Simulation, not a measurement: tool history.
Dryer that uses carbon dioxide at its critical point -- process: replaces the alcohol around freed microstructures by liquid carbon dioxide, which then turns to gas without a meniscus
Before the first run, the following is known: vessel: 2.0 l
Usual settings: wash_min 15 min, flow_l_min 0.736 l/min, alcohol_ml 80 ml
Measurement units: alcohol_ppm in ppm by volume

run,hour,wash_min,flow_l_min,alcohol_ml,alcohol_ppm
1,0,15,0.736,80,735
2,30.2,15,0.736,80,724
3,61,15,0.736,80,762
4,91.3,15,0.736,80,766
5,104.4,13,0.736,80,1332
6,122.9,15,0.736,91,907
7,142,15,0.736,91,913
8,155,18,0.736,91,442
9,181.7,18,0.736,91,438
# hour 204.1: inlet filter changed
10,204.8,18,0.736,91,278
11,235,10,0.736,80,2239
12,261.9,15,0.736,80,578
13,283,15,0.736,80,577
14,313,15,0.736,80,602
15,331.1,15,0.736,80,615
16,357.2,15,0.736,80,619
17,386.1,15,0.862,80,351
18,413.8,15,1.018,80,181
19,442.3,15,0.736,80,665
20,470.7,15,0.736,80,680
21,497.9,15,0.736,80,690
22,520.5,15,0.736,80,687
23,542.1,15,0.736,80,722
24,555.5,11,0.48,76,5213
25,569.3,10,1.054,21,283
26,589.9,10,1.054,21,291
27,611.4,11,1.195,59,323
28,639.9,11,1.195,59,327
29,662.3,11,1.195,59,335
30,678.5,19,0.527,21,347
31,698.3,12,0.527,47,2383
32,722.9,15,1.116,90,197
33,741.6,15,1.116,90,205
34,761,18,0.695,24,215
35,776.8,18,0.695,24,214
36,794.8,18,0.695,24,222
37,813.9,16,0.736,22,249
38,841.8,16,0.541,113,2700
39,857.2,13,0.736,40,774
# hour 876.9: inlet filter changed
40,882.4,21,0.588,80,383
41,905,19,0.631,90,475
42,923.2,19,0.631,90,501
43,948.1,15,0.669,80,891
44,964.1,15,0.669,80,879
45,981.1,9,0.627,80,4370
46,1002.2,19,0.972,93,160

Alternative continuations, all from the tool just after run 46; predict every row:
A,1029.7,14,0.763,80,?
B,1029.7,15,0.723,97,?
C,1029.7,12,1.035,48,?

run,alcohol_ppm
A,773
B,848
C,334
Take away the tool's hidden state, keep each run's random variation, and the runs would have read:
run,alcohol_ppm
A,593
B,661
C,200
